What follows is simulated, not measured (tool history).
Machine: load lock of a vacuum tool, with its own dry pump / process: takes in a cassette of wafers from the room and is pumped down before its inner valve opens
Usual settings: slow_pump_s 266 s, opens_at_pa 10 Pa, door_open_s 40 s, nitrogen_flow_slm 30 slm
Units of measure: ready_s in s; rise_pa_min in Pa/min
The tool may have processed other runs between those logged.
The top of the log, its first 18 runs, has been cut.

run,hour,slow_pump_s,opens_at_pa,door_open_s,nitrogen_flow_slm,"incoming humidity of the room's air, %",ready_s,rise_pa_min
19,4275.8,266,11,40,30,45.4,365.9,0.342
# hour 4455.1: door's seal changed, seat wiped
20,4455.8,526,18,57,30,45.6,591.0,0.016
21,4806.3,318,9,151,9,44.8,415.9,0.041
22,5099.7,318,9,151,9,45.9,414.9,0.048
23,5426.7,318,9,151,9,46.8,415.9,0.049
24,5632.5,318,9,151,9,43.3,414.9,0.047
25,5869.6,266,10,40,22,48.6,370.9,0.023
26,6166.4,266,10,40,22,46.0,369.6,0.023
27,6334.5,266,10,40,22,45.6,370.9,0.029
28,6620.1,475,14,81,37,42.9,550.3,0.032
29,6800.7,475,17,105,37,43.5,551.1,0.030
30,7138.8,351,12,95,8,47.5,445.2,0.047
31,7283.0,351,12,95,8,46.3,444.0,0.049
32,7569.5,351,12,38,8,45.9,443.7,0.040
33,7883.4,351,12,38,8,43.1,445.7,0.045
34,8222.3,502,10,130,8,43.3,582.3,0.059
35,8488.9,266,11,132,30,47.1,372.6,0.053
36,8822.2,266,11,132,30,45.2,373.5,0.062
37,9137.9,499,9,215,15,46.6,583.9,0.078
38,9407.5,266,14,34,30,45.4,369.5,0.043

Below are 3 alternative next runs, each starting from the tool's condition after run 38. Predict each:
A,9666.2,338,11,111,30,45.3,?,?
B,9666.2,266,16,34,15,43.3,?,?
C,9666.2,266,10,34,30,43.4,?,?

run,ready_s,rise_pa_min
A,434.7,0.062
B,367.6,0.055
C,376.4,0.051
With the hidden condition removed and each run's random variation left untouched, the same runs would have given:
run,ready_s,rise_pa_min
A,421.8,0.022
B,354.4,0.015
C,362.2,0.011
